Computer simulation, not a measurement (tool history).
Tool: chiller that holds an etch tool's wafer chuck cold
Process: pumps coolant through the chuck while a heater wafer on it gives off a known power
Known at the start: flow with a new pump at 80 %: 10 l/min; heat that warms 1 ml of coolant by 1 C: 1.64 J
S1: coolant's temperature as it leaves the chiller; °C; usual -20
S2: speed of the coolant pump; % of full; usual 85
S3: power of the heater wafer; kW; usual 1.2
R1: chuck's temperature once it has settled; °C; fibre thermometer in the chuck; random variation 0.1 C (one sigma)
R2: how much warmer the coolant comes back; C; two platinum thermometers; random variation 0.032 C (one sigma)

run 1 day=0 | S1=-20 S2=85 S3=1.2 | R1=-9.2 R2=4.81
run 2 day=8.138 | S1=-20 S2=85 S3=1.2 | R1=-9 R2=4.88
run 3 day=15.004 | S1=-20 S2=85 S3=1.551 | R1=-5.6 R2=6.33
run 4 day=19.508 | S1=-20 S2=85 S3=1.551 | R1=-5.7 R2=6.29
run 5 day=25.667 | S1=-20 S2=85 S3=1.551 | R1=-5.5 R2=6.35
run 6 day=30.475 | S1=-20 S2=85 S3=1.551 | R1=-5.4 R2=6.33
-- day=32.067 coolant pump overhauled
run 7 day=38.583 | S1=-20 S2=72 S3=1.2 | R1=-8.7 R2=4.93
run 8 day=42.971 | S1=-20 S2=72 S3=1.2 | R1=-8.7 R2=4.94
run 9 day=47.583 | S1=-11 S2=85 S3=1.2 | R1=-0.7 R2=4.18
run 10 day=55.638 | S1=-20 S2=85 S3=0.952 | R1=-11.4 R2=3.35
run 11 day=62.092 | S1=-20 S2=85 S3=0.952 | R1=-11.6 R2=3.36
run 12 day=66.454 | S1=-20 S2=85 S3=0.952 | R1=-11.6 R2=3.38
run 13 day=74.629 | S1=-20 S2=85 S3=0.952 | R1=-11.4 R2=3.39
run 14 day=81.446 | S1=-20 S2=85 S3=0.952 | R1=-11.2 R2=3.39
run 15 day=86.267 | S1=-20 S2=97 S3=0.952 | R1=-11.9 R2=3.02
-- day=93.033 coolant changed, channels flushed
run 16 day=94.2 | S1=-20 S2=97 S3=0.952 | R1=-12.9 R2=3
run 17 day=99.983 | S1=-29 S2=85 S3=1.2 | R1=-19.3 R2=4.35
run 18 day=104.408 | S1=-29 S2=85 S3=1.2 | R1=-19.2 R2=4.41
run 19 day=111.275 | S1=-29 S2=85 S3=1.2 | R1=-19.2 R2=4.34
run 20 day=117.167 | S1=-12 S2=73 S3=0.834 | R1=-4.2 R2=3.62
run 21 day=122.321 | S1=-12 S2=86 S3=0.999 | R1=-3.6 R2=3.64
run 22 day=126.521 | S1=-28 S2=92 S3=0.909 | R1=-20.6 R2=3.11
run 23 day=130.567 | S1=-20 S2=75 S3=1.686 | R1=-4.8 R2=7.06
-- day=137.042 chiller's thermometer calibrated
run 24 day=137.567 | S1=-16 S2=75 S3=1.066 | R1=-6.6 R2=4.42
run 25 day=143.938 | S1=-21 S2=85 S3=1.369 | R1=-9.7 R2=5.14
run 26 day=148.375 | S1=-21 S2=85 S3=1.369 | R1=-9.7 R2=5.15
run 27 day=155.733 | S1=-22 S2=87 S3=1.531 | R1=-9.6 R2=5.66
run 28 day=161.029 | S1=-24 S2=82 S3=1.307 | R1=-12.9 R2=5.13
run 29 day=167.8 | S1=-24 S2=82 S3=1.307 | R1=-12.7 R2=5.24
run 30 day=172.546 | S1=-24 S2=82 S3=1.307 | R1=-12.7 R2=5.18
run 31 day=177.179 | S1=-15 S2=77 S3=1.056 | R1=-5.3 R2=4.47

Forecast each of these 5 alternatives for the next run:
run A day=185.621 | S1=-15 S2=83 S3=0.736 | R1=? R2=?
run B day=185.621 | S1=-15 S2=63 S3=0.999 | R1=? R2=?
run C day=185.621 | S1=-16 S2=73 S3=1.354 | R1=? R2=?
run D day=185.621 | S1=-28 S2=85 S3=1.2 | R1=? R2=?
run E day=185.621 | S1=-19 S2=85 S3=1.2 | R1=? R2=?

run=A R1=-8.5 R2=2.98
run=B R1=-4.4 R2=5.24
run=C R1=-3.2 R2=6.06
run=D R1=-17.6 R2=4.67
run=E R1=-8.7 R2=4.65
Without the tool's hidden state the same runs would have given:
run=A R1=-9.5 R2=2.65
run=B R1=-5.9 R2=4.65
run=C R1=-4.9 R2=5.38
run=D R1=-19 R2=4.15
run=E R1=-10.2 R2=4.13

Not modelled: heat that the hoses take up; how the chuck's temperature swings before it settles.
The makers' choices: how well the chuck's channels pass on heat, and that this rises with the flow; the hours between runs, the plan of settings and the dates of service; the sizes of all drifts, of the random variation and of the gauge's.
